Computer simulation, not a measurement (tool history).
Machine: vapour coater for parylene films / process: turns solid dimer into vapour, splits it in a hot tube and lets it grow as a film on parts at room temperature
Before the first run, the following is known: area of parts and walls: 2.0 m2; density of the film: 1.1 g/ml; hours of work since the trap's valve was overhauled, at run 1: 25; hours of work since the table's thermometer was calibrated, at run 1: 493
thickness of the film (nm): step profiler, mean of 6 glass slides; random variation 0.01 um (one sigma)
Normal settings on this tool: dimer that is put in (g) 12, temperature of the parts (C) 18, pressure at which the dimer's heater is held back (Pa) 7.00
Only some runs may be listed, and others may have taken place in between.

run,day,dimer that is put in (g),temperature of the parts (C),pressure at which the dimer's heater is held back (Pa),hours of work since the trap's valve was overhauled,hours of work since the table's thermometer was calibrated,thickness of the film (nm)
1,0.000,12,18,7.00,25,493,3290
2,0.800,12,18,7.00,39,506,3290
3,1.575,12,13,7.00,52,519,3720
4,2.475,12,13,7.00,67,535,3700
5,3.362,12,13,7.00,82,550,3710
6,4.271,12,18,7.24,97,565,3260
# day 4.475: trap's valve overhauled
7,4.900,6,13,8.63,7,573,1800
8,5.300,12,17,4.35,14,579,3510
9,5.946,12,28,4.35,25,590,2660
10,6.696,12,18,2.10,37,603,3670
11,7.138,12,18,2.10,45,610,3660

Measured minus without-hidden-state, run by run (identical run-to-run variation in each term; gauge scatter may differ):
Hidden conditions of the tool in this case: vapour lost through the trap's worn valve, %; true temperature of the parts over the reading, C; drift of the gauge itself on film_um, %.
run,thickness of the film (nm)
1,+10
2,+10
3,+10
4,+0
5,-10
6,-20
7,-10
8,-30
9,-30
10,-50
11,-50

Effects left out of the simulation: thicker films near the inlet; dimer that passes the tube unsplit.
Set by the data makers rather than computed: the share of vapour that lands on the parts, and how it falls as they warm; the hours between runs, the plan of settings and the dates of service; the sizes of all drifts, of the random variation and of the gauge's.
